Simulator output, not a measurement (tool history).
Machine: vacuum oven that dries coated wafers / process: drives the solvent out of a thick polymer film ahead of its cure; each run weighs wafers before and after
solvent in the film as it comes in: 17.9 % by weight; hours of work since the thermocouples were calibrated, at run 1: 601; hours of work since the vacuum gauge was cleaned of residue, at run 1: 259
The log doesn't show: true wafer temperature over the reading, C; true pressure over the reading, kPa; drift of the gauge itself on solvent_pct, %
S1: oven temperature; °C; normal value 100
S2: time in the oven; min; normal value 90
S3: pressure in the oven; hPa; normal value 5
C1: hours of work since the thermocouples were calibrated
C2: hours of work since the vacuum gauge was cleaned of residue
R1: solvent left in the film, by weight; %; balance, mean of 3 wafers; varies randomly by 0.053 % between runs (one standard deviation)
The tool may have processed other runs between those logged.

{"run": 1, "day": 0.0, "S1": 100, "S2": 90, "S3": 5, "C1": 601, "C2": 259, "R1": 1.43}
{"run": 2, "day": 0.367, "S1": 100, "S2": 90, "S3": 5, "C1": 605, "C2": 264, "R1": 1.49}
{"run": 3, "day": 0.8, "S1": 100, "S2": 154, "S3": 5, "C1": 611, "C2": 269, "R1": 0.71}
{"run": 4, "day": 1.167, "S1": 100, "S2": 154, "S3": 5, "C1": 616, "C2": 274, "R1": 0.92}
{"run": 5, "day": 2.021, "S1": 100, "S2": 90, "S3": 2.86, "C1": 627, "C2": 285, "R1": 1.24}
{"run": 6, "day": 2.842, "S1": 100, "S2": 89, "S3": 5, "C1": 637, "C2": 296, "R1": 1.62}
{"run": 7, "day": 3.604, "S1": 100, "S2": 89, "S3": 5, "C1": 647, "C2": 305, "R1": 1.49}
{"run": 8, "day": 4.329, "S1": 100, "S2": 103, "S3": 5, "C1": 657, "C2": 315, "R1": 1.3}
{"run": 9, "day": 5.0, "S1": 100, "S2": 90, "S3": 5, "C1": 665, "C2": 323, "R1": 1.45}
{"run": 10, "day": 5.358, "S1": 100, "S2": 90, "S3": 5, "C1": 670, "C2": 328, "R1": 1.41}
{"day": 5.492, "done": "vacuum gauge cleaned of residue and calibrated"}
{"run": 11, "day": 5.771, "S1": 100, "S2": 68, "S3": 5, "C1": 674, "C2": 4, "R1": 2.27}
{"run": 12, "day": 6.138, "S1": 91, "S2": 80, "S3": 3.18, "C1": 679, "C2": 8, "R1": 3.53}
{"run": 13, "day": 6.912, "S1": 107, "S2": 121, "S3": 14.1, "C1": 689, "C2": 18, "R1": 1.46}

What will run 14 give?
{"run": 14, "day": 7.292, "S1": 107, "S2": 121, "S3": 14.1, "C1": 694, "C2": 23, "R1": "?"}

R1: 1.56 %
Without the tool's hidden state the same run would have given R1 1.61 %.
